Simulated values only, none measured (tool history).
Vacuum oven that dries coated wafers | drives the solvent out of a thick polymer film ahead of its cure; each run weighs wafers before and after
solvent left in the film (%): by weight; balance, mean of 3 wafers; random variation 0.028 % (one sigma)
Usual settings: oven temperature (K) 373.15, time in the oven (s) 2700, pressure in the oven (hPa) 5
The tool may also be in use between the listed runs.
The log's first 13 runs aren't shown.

run   hour  oven temperature (K)  time in the oven (s)  pressure in the oven (hPa)  solvent left in the film (%)
 14    236                360.15                  2700                           5                          2.49
 15  246.1                373.15                  2700                        4.09                          0.72
 16  256.8                373.15                  2700                        4.09                           0.7
 17  269.8                373.15                  2700                        4.09                          0.75
 18  278.7                373.15                  2700                        4.09                          0.66
 19    297                373.15                  2700                           5                           0.8
 20  317.4                373.15                  2700                           5                          0.76
 21  329.1                373.15                  2700                           5                          0.78
 22  338.4                373.15                  2700                           5                          0.75
 23  353.2                373.15                  2700                           5                          0.82
 24  369.7                373.15                  2700                           5                          0.76
 25  388.2                373.15                  1800                           5                          1.58
 26  407.9                373.15                  1800                           5                          1.58
 27  425.4                385.15                  2700                         4.1                          0.29

Run 28 comes next. What will it give?
 28  441.1                372.15                  3360                        2.74                             ?

Run 28 gave solvent left in the film (%) 0.46.
Without the tool's hidden state the same run would have given solvent left in the film (%) 0.46.
